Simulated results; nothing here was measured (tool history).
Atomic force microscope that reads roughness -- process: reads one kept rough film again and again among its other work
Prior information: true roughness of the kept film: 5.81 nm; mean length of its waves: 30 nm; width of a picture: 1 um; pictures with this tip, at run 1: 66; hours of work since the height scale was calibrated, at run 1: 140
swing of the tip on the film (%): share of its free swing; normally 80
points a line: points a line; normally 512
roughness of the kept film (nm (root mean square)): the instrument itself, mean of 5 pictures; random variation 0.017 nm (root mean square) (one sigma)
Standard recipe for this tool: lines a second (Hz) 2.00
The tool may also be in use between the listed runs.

run   hour  lines a second (Hz)  swing of the tip on the film (%)  points a line  pictures with this tip  hours of work since the height scale was calibrated  roughness of the kept film (nm (root mean square))
  1    0.0                 2.00                                80            512                      66                                                  140                                               3.771
  2   20.6                 2.00                                75            512                      85                                                  149                                               3.890
  3   37.6                 2.00                                75            512                     100                                                  157                                               3.807
  4   53.8                 2.00                                80            512                     114                                                  165                                               3.586
  5   65.2                 2.00                                80            512                     125                                                  170                                               3.574
  6   80.4                 2.00                                80            512                     138                                                  177                                               3.516
     101.0  -- new tip fitted
  7  103.6                 2.00                                80            512                       3                                                  188                                               3.990
  8  124.9                 2.00                                80            512                      22                                                  198                                               3.922
  9  138.0                 2.00                                80            512                      33                                                  204                                               3.874
 10  149.2                 2.00                                80            512                      43                                                  209                                               3.828
 11  161.8                 2.00                                80            512                      55                                                  215                                               3.777
 12  184.3                 2.00                                80            512                      75                                                  225                                               3.731
 13  203.4                 2.00                                80            512                      92                                                  234                                               3.667
 14  222.7                 0.64                                62            512                     109                                                  243                                               4.252
 15  239.3                 2.00                                90            512                     124                                                  251                                               3.208
 16  262.4                 2.00                                90            512                     145                                                  262                                               3.164
     274.7  -- new tip fitted
 17  276.6                 2.36                                66            973                       1                                                  268                                               4.322
 18  298.0                 0.87                                67            792                      20                                                  278                                               4.551
 19  313.2                 0.87                                67            792                      34                                                  285                                               4.462
 20  331.7                 3.99                                80            512                      51                                                  294                                               3.195
 21  350.1                 3.99                                80            512                      67                                                  302                                               3.152
 22  370.3                 0.68                                80            512                      85                                                  312                                               4.168
 23  392.5                 0.68                                80            512                     105                                                  322                                               4.061
 24  404.9                 0.68                                80            512                     116                                                  328                                               4.008

Below are 5 alternative next runs, each starting from the tool's condition after run 24. Predict each:
  A  424.8                 0.93                                80            370                     134                                                  337                                                   ?
  B  424.8                 2.00                                59            342                     134                                                  337                                                   ?
  C  424.8                 0.92                                80            794                     134                                                  337                                                   ?
  D  424.8                 2.94                                60            780                     134                                                  337                                                   ?
  E  424.8                 2.89                                80            512                     134                                                  337                                                   ?

run  roughness of the kept film (nm (root mean square))
  A                                               3.843
  B                                               3.987
  C                                               3.893
  D                                               3.895
  E                                               3.243
What these runs would have given with no unlogged condition in the tool:
run  roughness of the kept film (nm (root mean square))
  A                                               4.437
  B                                               4.604
  C                                               4.497
  D                                               4.499
  E                                               3.746

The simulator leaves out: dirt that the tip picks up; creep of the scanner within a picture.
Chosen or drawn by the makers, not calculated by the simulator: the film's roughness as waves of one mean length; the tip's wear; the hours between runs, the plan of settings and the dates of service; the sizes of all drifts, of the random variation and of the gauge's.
